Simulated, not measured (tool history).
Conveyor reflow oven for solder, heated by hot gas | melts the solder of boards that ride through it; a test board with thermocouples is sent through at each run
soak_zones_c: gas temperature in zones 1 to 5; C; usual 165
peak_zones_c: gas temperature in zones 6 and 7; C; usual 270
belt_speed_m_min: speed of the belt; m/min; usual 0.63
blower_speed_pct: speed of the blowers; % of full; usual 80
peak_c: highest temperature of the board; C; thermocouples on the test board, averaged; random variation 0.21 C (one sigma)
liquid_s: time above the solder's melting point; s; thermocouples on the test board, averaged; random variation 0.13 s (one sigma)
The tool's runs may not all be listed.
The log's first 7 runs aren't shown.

run     day  soak_zones_c  peak_zones_c  belt_speed_m_min  blower_speed_pct  hours of work since the flux was cleaned out  hours of work since the belt drive was overhauled  hours of work since the thermocouples were changed  peak_c  liquid_s
  8   2.721           165           270              0.63                80                                           166                                                305                                                 327     253      47.9
  9   2.942           165           270              0.63                80                                           170                                                309                                                 330     253        48
 10   3.204           177           270              0.63                80                                           173                                                312                                                 334     255      52.3
 11   3.638           177           270              0.63                80                                           180                                                319                                                 341   255.2      52.5
 12   3.954           165           284              0.63                80                                           185                                                324                                                 345   265.2      54.3
 13   4.158           165           284              0.63                80                                           188                                                327                                                 348   265.2      54.3
 14   4.608           165           284              0.63                80                                           195                                                334                                                 355   265.5      54.1
 15   4.862           165           284              0.63                80                                           198                                                337                                                 359     265      53.9
 16     5.2           167           264             0.713                80                                           203                                                342                                                 364     244      36.1
 17    5.45           167           264             0.713                80                                           207                                                346                                                 368     244      36.2
      5.942  -- flux residue cleaned out of gas plates and filters
 18   6.112           177           282             0.636                60                                             3                                                353                                                 375   261.2      54.3
 19     6.4           152           267             0.503                77                                             7                                                357                                                 379   254.9      59.6
 20   6.679           151           262             0.713                65                                            11                                                362                                                 383   234.9      24.9
 21   6.988           151           262             0.713                65                                            16                                                366                                                 388   235.2        25
 22   7.325           151           271             0.692                65                                            21                                                371                                                 393   244.1      33.3
 23   7.638           157           276             0.692                65                                            25                                                376                                                 398   249.5        38
 24   8.012           157           283             0.692                65                                            31                                                382                                                 403   255.7      41.7
 25   8.288           157           270             0.738                81                                            35                                                386                                                 407   245.6      33.6
 26   8.654           165           270             0.701                64                                            41                                                391                                                 413   245.4      36.7
 27   9.129           162           270             0.502                64                                            48                                                398                                                 420     257      63.1
 28   9.379           157           279             0.623                78                                            52                                                402                                                 424   260.2      50.2
 29   9.608           165           270              0.51                52                                            55                                                406                                                 427   254.5      60.2
 30  10.071           165           269             0.696                80                                            62                                                413                                                 434     249      39.9

3 ways to go on from here, each from the tool as it stands after run 30. What would each give?
  A  10.479           175           269             0.696                52                                            68                                                419                                                 440       ?         ?
  B  10.479           165           270             0.719                53                                            68                                                419                                                 440       ?         ?
  C  10.479           165           269             0.729                80                                            68                                                419                                                 440       ?         ?

run  peak_c  liquid_s
  A     244      37.8
  B   241.3      31.8
  C     247      36.7
Without the tool's hidden state the same runs would have given:
run  peak_c  liquid_s
  A     244      37.8
  B   241.3      31.8
  C   247.1      36.7
